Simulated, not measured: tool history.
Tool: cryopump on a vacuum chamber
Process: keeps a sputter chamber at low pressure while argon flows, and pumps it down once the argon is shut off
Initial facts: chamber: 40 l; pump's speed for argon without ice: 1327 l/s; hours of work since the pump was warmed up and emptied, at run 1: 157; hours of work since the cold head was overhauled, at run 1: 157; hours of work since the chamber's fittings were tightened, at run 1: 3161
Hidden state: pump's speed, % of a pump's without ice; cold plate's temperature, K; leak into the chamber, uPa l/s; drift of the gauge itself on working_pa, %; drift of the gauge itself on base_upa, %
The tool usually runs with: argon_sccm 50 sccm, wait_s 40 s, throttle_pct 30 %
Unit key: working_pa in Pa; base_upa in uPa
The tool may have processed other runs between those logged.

run,hour,argon_sccm,wait_s,throttle_pct,hours of work since the pump was warmed up and emptied,hours of work since the cold head was overhauled,hours of work since the chamber's fittings were tightened,working_pa,base_upa
1,0,50,40,30,157,157,3161,0.2174,2.77
2,7.3,51,40,30,161,161,3164,0.2238,2.8
3,20.7,51,40,30,166,166,3170,0.2238,2.78
4,29.4,51,40,30,170,170,3174,0.224,2.8
5,44.7,50,40,17,177,177,3180,0.3834,2.8
6,58.9,50,40,17,183,183,3186,0.3788,2.8
7,70.6,63,40,17,188,188,3191,0.4835,2.8
8,79.1,63,40,17,191,191,3195,0.4805,2.76
9,92.2,23,40,30,197,197,3200,0.1006,2.84
10,102.4,50,40,30,201,201,3205,0.2187,2.78
11,117.9,50,40,30,208,208,3211,0.22,2.86
12,131.8,96,40,30,214,214,3217,0.424,2.9
13,141,96,40,30,218,218,3221,0.4224,2.85
14,155,96,40,30,224,224,3227,0.4253,2.74
15,167.7,96,40,30,229,229,3233,0.4239,2.89
16,180.9,96,40,30,235,235,3238,0.4269,2.88
17,196.7,96,40,30,241,241,3245,0.425,2.99
18,208.9,96,40,30,247,247,3250,0.425,2.85
19,221.3,52,105,30,252,252,3255,0.2327,2.35
20,235.5,42,37,26,258,258,3261,0.2145,3.03
21,250.1,30,40,48,264,264,3268,0.0847,2.92
22,262.7,37,119,51,270,270,3273,0.1005,2.29
23,270.7,37,42,51,273,273,3276,0.1007,2.94
24,280.8,50,54,49,277,277,3281,0.1402,2.74
25,295.6,50,54,22,284,284,3287,0.2983,2.75
26,311,50,54,22,290,290,3294,0.3014,2.74
27,323.3,95,230,22,295,295,3299,0.5731,2.16
28,339.5,21,40,21,302,302,3306,0.1316,2.98
29,356.2,80,79,56,309,309,3313,0.2008,2.55
# hour 367.4: leaking fittings of the chamber tightened, without venting
30,367.4,50,40,22,313,313,0,0.3011,1.31
31,381.7,56,40,57,319,319,6,0.1387,1.26
32,397.5,43,40,30,326,326,13,0.1934,1.3
33,411.8,43,40,30,332,332,19,0.1937,1.29
34,422.1,50,70,20,337,337,23,0.3324,0.84

A few steps of working_pa between consecutive runs. Split each: what settings, incoming material and random variation would produce without the hidden state, and what is left over for the hidden state, along with gauge scatter present in only one of the two compared results (measured, and without hidden state):
Run 8 -> 9: argon_sccm 63 -> 23, throttle_pct 17 -> 30. working_pa -0.3799 Pa: hidden state -0.0055, all else -0.3744.
Run 26 -> 27: argon_sccm 50 -> 95, wait_s 54 -> 230. working_pa +0.2717 Pa: hidden state +0.0108, all else +0.2609.
Run 27 -> 28: argon_sccm 95 -> 21, wait_s 230 -> 40, throttle_pct 22 -> 21. working_pa -0.4415 Pa: hidden state -0.0171, all else -0.4244.
Run 28 -> 29: argon_sccm 21 -> 80, wait_s 40 -> 79, throttle_pct 21 -> 56. working_pa +0.0692 Pa: hidden state +0.0146, all else +0.0546.
